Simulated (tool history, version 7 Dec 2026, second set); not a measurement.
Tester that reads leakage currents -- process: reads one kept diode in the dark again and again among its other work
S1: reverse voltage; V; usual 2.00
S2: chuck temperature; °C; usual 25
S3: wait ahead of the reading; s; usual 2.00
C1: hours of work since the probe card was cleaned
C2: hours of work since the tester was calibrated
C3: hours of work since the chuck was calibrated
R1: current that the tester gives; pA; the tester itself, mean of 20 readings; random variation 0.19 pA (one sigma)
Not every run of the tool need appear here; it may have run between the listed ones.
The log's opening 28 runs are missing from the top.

run 29 hour=1827.6 | S1=2.00 S2=53 S3=5.20 | C1=1840 C2=1380 C3=761 | R1=606.74
run 30 hour=1916.0 | S1=15.83 S2=25 S3=2.00 | C1=1902 C2=1442 C3=824 | R1=146.03
run 31 hour=1989.8 | S1=15.83 S2=25 S3=2.00 | C1=1954 C2=1493 C3=875 | R1=144.18
run 32 hour=2042.2 | S1=15.83 S2=25 S3=2.00 | C1=1991 C2=1530 C3=912 | R1=144.20
run 33 hour=2132.9 | S1=3.50 S2=35 S3=2.00 | C1=2055 C2=1594 C3=976 | R1=174.86
run 34 hour=2208.3 | S1=11.36 S2=33 S3=0.53 | C1=2108 C2=1647 C3=1029 | R1=255.50
run 35 hour=2305.4 | S1=1.41 S2=24 S3=1.20 | C1=2176 C2=1715 C3=1097 | R1=43.08
run 36 hour=2349.2 | S1=1.41 S2=24 S3=1.20 | C1=2207 C2=1746 C3=1128 | R1=43.15
run 37 hour=2433.3 | S1=4.00 S2=41 S3=2.00 | C1=2266 C2=1805 C3=1187 | R1=303.72
-- hour=2450.7 chuck's temperature calibrated
run 38 hour=2525.6 | S1=1.76 S2=26 S3=1.53 | C1=2329 C2=1868 C3=53 | R1=63.86
run 39 hour=2616.2 | S1=9.79 S2=48 S3=1.65 | C1=2393 C2=1932 C3=116 | R1=889.62
run 40 hour=2659.0 | S1=2.00 S2=26 S3=1.38 | C1=2423 C2=1962 C3=146 | R1=67.43

Predict each of these 4 candidate next runs independently; none follows another, all start after run 40:
run A hour=2724.0 | S1=2.00 S2=25 S3=0.45 | C1=2468 C2=2008 C3=192 | R1=?
run B hour=2724.0 | S1=6.47 S2=26 S3=1.38 | C1=2468 C2=2008 C3=192 | R1=?
run C hour=2724.0 | S1=1.14 S2=21 S3=1.38 | C1=2468 C2=2008 C3=192 | R1=?
run D hour=2724.0 | S1=3.05 S2=21 S3=9.52 | C1=2468 C2=2008 C3=192 | R1=?

run=A R1=62.26
run=B R1=114.22
run=C R1=32.85
run=D R1=50.35
With no hidden state in the tool, these same runs would have given:
run=A R1=61.80
run=B R1=112.43
run=C R1=32.60
run=D R1=49.53
